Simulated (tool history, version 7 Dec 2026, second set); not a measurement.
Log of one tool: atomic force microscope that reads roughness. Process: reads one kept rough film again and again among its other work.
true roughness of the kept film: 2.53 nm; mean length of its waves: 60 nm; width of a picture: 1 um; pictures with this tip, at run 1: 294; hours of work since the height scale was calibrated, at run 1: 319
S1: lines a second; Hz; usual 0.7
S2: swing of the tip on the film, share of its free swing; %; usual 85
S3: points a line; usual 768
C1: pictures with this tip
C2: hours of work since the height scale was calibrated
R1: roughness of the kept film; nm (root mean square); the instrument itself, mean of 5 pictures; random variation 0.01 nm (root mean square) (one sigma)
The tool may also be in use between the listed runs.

run   hour     S1  S2   S3   C1   C2     R1
  1      0    0.7  85  768  294  319  2.289
  2   11.3    0.7  85  768  302  324  2.258
  3   23.1    0.7  85  423  311  329  2.268
  4   38.2    0.7  85  423  322  336   2.27
  5   47.7    0.7  85  768  329  341  2.273
  6     60    0.7  85  768  338  347  2.276
  7   79.5    0.7  55  768  352  356  2.389
  8   90.2    0.7  85  768  360  361  2.246
  9   99.4    0.7  85  768  367  365   2.26
     104.5  -- new tip fitted
 10  113.7    0.7  85  768    7  371  2.315
 11  125.7    0.7  85  768   15  377  2.315
 12  137.2    0.7  85  768   24  382  2.323
 13  149.8    0.7  85  768   33  388  2.306
 14  166.7    0.7  85  768   45  396  2.326
 15  182.2    0.7  85  301   57  403  2.287
 16  200.8    0.7  85  301   70  412  2.312
 17  210.5    0.7  86  301   78  416  2.297
 18  218.4    0.7  86  301   83  420  2.294
 19  236.2  2.791  86  301   96  428  1.908
     238.1  -- height scale calibrated on a step standard
 20  247.9  2.791  86  301  104    5  1.917
 21  266.5  2.791  86  301  118   13    1.9
 22  276.3  2.791  86  301  125   18  1.903
 23  285.3  2.791  86  301  132   22  1.887
 24  298.3    0.7  85  768  141   28   2.29
 25  317.1    0.7  85  768  155   37  2.306
 26  326.8    0.7  78  513  162   41  2.358
 27  335.2  1.455  85  768  168   45  2.135
       349  -- height scale calibrated on a step standard, once more
 28  351.1  0.681  66  776  179    1  2.394
 29  361.7  0.681  66  776  187    6  2.396
 30  370.4  0.681  66  776  193   10  2.412
 31  386.2  0.681  66  776  205   17  2.409
 32  394.6  0.681  66  451  211   21  2.393
 33  413.1  0.823  72  490  225   30  2.355
 34    423  1.659  67  629  232   34  2.303
 35  439.9  3.933  79  290  244   42  1.875
 36  453.6  3.933  79  290  254   49  1.884
 37  466.3  3.933  79  290  264   54  1.886
 38  481.6  2.128  85  538  275   62   2.01
 39  491.6  2.128  85  538  282   66  2.001
 40  507.9  2.128  85  538  294   74  1.997
 41  517.3  2.128  85  538  301   78  2.012
 42  533.5  0.689  85  421  313   86  2.274
 43  550.5  1.461  85  575  325   94  2.124
 44  560.5  1.461  85  575  333   98  2.124
 45  573.7  3.891  85  575  342  104  1.744
 46  588.1  1.864  76  781  353  111  2.168
 47  601.8  1.307  87  627  363  117  2.115
     611.7  -- new tip fitted
 48  613.8  1.307  87  627    1  123  2.178
 49  627.8  1.307  87  627   12  129  2.179
 50  637.3  0.513  85  768   19  134  2.377

Forecast each of these 5 alternatives for the next run:
  A  651.9  1.116  56  349  29  140   ?
  B  651.9    0.7  79  768  29  140   ?
  C  651.9  0.603  82  437  29  140   ?
  D  651.9  3.759  86  268  29  140   ?
  E  651.9  3.794  85  768  29  140   ?

run     R1
  A  2.418
  B  2.351
  C  2.345
  D  1.781
  E  1.805
Without the tool's hidden state the same runs would have given:
run     R1
  A  2.427
  B   2.36
  C  2.355
  D  1.788
  E  1.812
